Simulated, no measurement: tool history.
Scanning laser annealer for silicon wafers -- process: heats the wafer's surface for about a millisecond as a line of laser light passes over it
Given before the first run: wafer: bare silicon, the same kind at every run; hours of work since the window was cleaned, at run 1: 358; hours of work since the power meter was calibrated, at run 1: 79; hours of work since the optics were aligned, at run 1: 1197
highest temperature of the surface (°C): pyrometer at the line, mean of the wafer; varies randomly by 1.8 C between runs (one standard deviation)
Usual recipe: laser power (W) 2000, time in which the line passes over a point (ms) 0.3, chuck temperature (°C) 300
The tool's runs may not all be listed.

| run | hour | laser power (W) | time in which the line passes over a point (ms) | chuck temperature (°C) | hours of work since the window was cleaned | hours of work since the power meter was calibrated | hours of work since the optics were aligned | highest temperature of the surface (°C) |
|---|---|---|---|---|---|---|---|---|
| 1 | 0 | 2000 | 0.3 | 300 | 358 | 79 | 1197 | 961 |
| 2 | 16.5 | 2000 | 0.3 | 300 | 368 | 89 | 1207 | 958 |
| 3 | 51.9 | 2000 | 0.251 | 300 | 390 | 111 | 1229 | 910 |
| 4 | 81.1 | 2000 | 0.3 | 300 | 408 | 130 | 1248 | 958 |
| 5 | 115.6 | 2000 | 0.3 | 298 | 430 | 151 | 1269 | 953 |
| 6 | 146.3 | 2000 | 0.3 | 298 | 449 | 170 | 1288 | 949 |
| 7 | 173.1 | 2000 | 0.3 | 298 | 466 | 187 | 1305 | 950 |
| 8 | 193.7 | 2000 | 0.3 | 298 | 479 | 200 | 1318 | 945 |
| 9 | 221.5 | 2000 | 0.3 | 273 | 496 | 217 | 1335 | 920 |
| 10 | 252.7 | 2000 | 0.3 | 273 | 515 | 236 | 1354 | 922 |
| 11 | 278.9 | 2000 | 0.3 | 300 | 532 | 253 | 1371 | 949 |
|  | 302.6 | window over the wafer cleaned |
| 12 | 315.8 | 2000 | 0.3 | 300 | 8 | 274 | 1392 | 980 |
| 13 | 336.1 | 2000 | 0.329 | 300 | 21 | 287 | 1405 | 1006 |
| 14 | 360.4 | 2000 | 0.3 | 261 | 36 | 302 | 1420 | 938 |
| 15 | 376.3 | 1947 | 0.312 | 300 | 46 | 312 | 1430 | 963 |
| 16 | 392 | 2160 | 0.35 | 323 | 56 | 322 | 1440 | 1125 |
| 17 | 411.1 | 2000 | 0.3 | 293 | 68 | 334 | 1452 | 967 |
| 18 | 447.9 | 2172 | 0.279 | 265 | 90 | 357 | 1475 | 991 |
| 19 | 475 | 1816 | 0.215 | 309 | 107 | 373 | 1491 | 820 |
| 20 | 510 | 1734 | 0.329 | 284 | 129 | 395 | 1513 | 861 |
| 21 | 546.1 | 2000 | 0.224 | 282 | 152 | 418 | 1536 | 865 |
| 22 | 578.6 | 1765 | 0.337 | 289 | 172 | 438 | 1556 | 884 |
|  | 612.2 | optics aligned, line set to its width |
| 23 | 619.5 | 1765 | 0.337 | 289 | 194 | 460 | 5 | 895 |
| 24 | 647.1 | 1765 | 0.275 | 328 | 211 | 477 | 22 | 879 |
| 25 | 680.5 | 1773 | 0.273 | 285 | 232 | 498 | 42 | 835 |
| 26 | 696.3 | 1773 | 0.273 | 285 | 242 | 508 | 52 | 840 |
| 27 | 723.6 | 1773 | 0.273 | 297 | 259 | 525 | 69 | 848 |

Here are 5 independent what-if runs from the current tool condition. What would each one return?
| A | 751.8 | 2178 | 0.222 | 290 | 276 | 543 | 87 | ? |
| B | 751.8 | 2000 | 0.3 | 299 | 276 | 543 | 87 | ? |
| C | 751.8 | 2000 | 0.24 | 316 | 276 | 543 | 87 | ? |
| D | 751.8 | 2153 | 0.35 | 317 | 276 | 543 | 87 | ? |
| E | 751.8 | 1788 | 0.273 | 297 | 276 | 543 | 87 | ? |

| run | highest temperature of the surface (°C) |
|---|---|
| A | 948 |
| B | 970 |
| C | 924 |
| D | 1112 |
| E | 852 |
The same runs, with their run-to-run variation unchanged, on a tool lacking any hidden condition would have given:
| run | highest temperature of the surface (°C) |
|---|---|
| A | 976 |
| B | 998 |
| C | 949 |
| D | 1146 |
| E | 875 |

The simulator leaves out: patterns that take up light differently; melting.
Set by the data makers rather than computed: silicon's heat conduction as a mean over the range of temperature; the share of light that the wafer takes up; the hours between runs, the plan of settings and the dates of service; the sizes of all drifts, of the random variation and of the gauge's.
